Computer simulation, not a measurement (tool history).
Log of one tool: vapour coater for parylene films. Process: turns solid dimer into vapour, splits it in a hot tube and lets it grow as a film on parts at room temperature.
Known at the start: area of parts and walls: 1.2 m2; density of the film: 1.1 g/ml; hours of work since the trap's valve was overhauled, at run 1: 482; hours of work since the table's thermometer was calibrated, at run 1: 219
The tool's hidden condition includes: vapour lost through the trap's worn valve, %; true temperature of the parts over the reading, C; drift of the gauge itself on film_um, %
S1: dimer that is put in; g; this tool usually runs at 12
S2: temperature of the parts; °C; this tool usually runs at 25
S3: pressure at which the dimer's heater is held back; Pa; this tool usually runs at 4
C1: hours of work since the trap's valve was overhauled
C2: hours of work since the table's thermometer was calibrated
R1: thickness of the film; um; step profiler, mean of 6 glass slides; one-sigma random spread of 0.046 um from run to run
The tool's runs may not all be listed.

{"run": 1, "hour": 0.0, "S1": 12, "S2": 25, "S3": 4, "C1": 482, "C2": 219, "R1": 6.2}
{"run": 2, "hour": 52.9, "S1": 12, "S2": 25, "S3": 4, "C1": 507, "C2": 243, "R1": 6.08}
{"run": 3, "hour": 122.8, "S1": 12, "S2": 25, "S3": 4, "C1": 538, "C2": 275, "R1": 6.06}
{"run": 4, "hour": 167.7, "S1": 12, "S2": 25, "S3": 6.24, "C1": 559, "C2": 296, "R1": 5.54}
{"hour": 203.5, "done": "trap's valve overhauled"}
{"run": 5, "hour": 245.9, "S1": 10, "S2": 25, "S3": 4, "C1": 19, "C2": 330, "R1": 5.74}
{"run": 6, "hour": 313.7, "S1": 12, "S2": 25, "S3": 4, "C1": 50, "C2": 361, "R1": 6.93}
{"run": 7, "hour": 367.2, "S1": 12, "S2": 25, "S3": 4, "C1": 75, "C2": 385, "R1": 6.88}
{"run": 8, "hour": 411.5, "S1": 12, "S2": 25, "S3": 4, "C1": 95, "C2": 405, "R1": 6.77}
{"run": 9, "hour": 481.5, "S1": 12, "S2": 20, "S3": 4, "C1": 127, "C2": 437, "R1": 7.38}
{"run": 10, "hour": 566.0, "S1": 12, "S2": 20, "S3": 4, "C1": 166, "C2": 476, "R1": 7.27}
{"run": 11, "hour": 632.8, "S1": 12, "S2": 20, "S3": 4, "C1": 196, "C2": 506, "R1": 7.21}
{"run": 12, "hour": 686.4, "S1": 15, "S2": 25, "S3": 4, "C1": 221, "C2": 531, "R1": 8.22}
{"run": 13, "hour": 743.3, "S1": 12, "S2": 30, "S3": 4, "C1": 247, "C2": 557, "R1": 5.98}
{"run": 14, "hour": 788.0, "S1": 12, "S2": 30, "S3": 4, "C1": 267, "C2": 577, "R1": 6.01}
{"run": 15, "hour": 873.6, "S1": 12, "S2": 25, "S3": 4, "C1": 306, "C2": 617, "R1": 6.45}
{"run": 16, "hour": 922.1, "S1": 12, "S2": 25, "S3": 4, "C1": 328, "C2": 639, "R1": 6.38}
{"run": 17, "hour": 997.8, "S1": 9, "S2": 25, "S3": 4, "C1": 363, "C2": 673, "R1": 4.78}
{"run": 18, "hour": 1081.9, "S1": 12, "S2": 18, "S3": 4, "C1": 401, "C2": 712, "R1": 7.08}
{"run": 19, "hour": 1128.6, "S1": 12, "S2": 18, "S3": 4, "C1": 423, "C2": 733, "R1": 6.98}
{"run": 20, "hour": 1188.3, "S1": 12, "S2": 34, "S3": 4.39, "C1": 450, "C2": 760, "R1": 5.21}
{"run": 21, "hour": 1273.0, "S1": 19, "S2": 22, "S3": 4.06, "C1": 489, "C2": 799, "R1": 10.16}
{"run": 22, "hour": 1346.0, "S1": 19, "S2": 23, "S3": 2.24, "C1": 522, "C2": 832, "R1": 11.19}
{"run": 23, "hour": 1421.8, "S1": 5, "S2": 23, "S3": 2.74, "C1": 557, "C2": 867, "R1": 2.8}
{"hour": 1466.9, "done": "trap's valve overhauled"}
{"run": 24, "hour": 1493.8, "S1": 12, "S2": 28, "S3": 10.42, "C1": 12, "C2": 898, "R1": 5.43}
{"run": 25, "hour": 1547.6, "S1": 12, "S2": 25, "S3": 5.09, "C1": 37, "C2": 923, "R1": 6.59}

The next listed run, before its measurement:
{"run": 26, "hour": 1595.5, "S1": 12, "S2": 25, "S3": 5.09, "C1": 59, "C2": 945, "R1": "?"}

R1: 6.53 um
Were there no unlogged condition in the tool, this run, its random variation unchanged, would have produced R1 6.65 um.
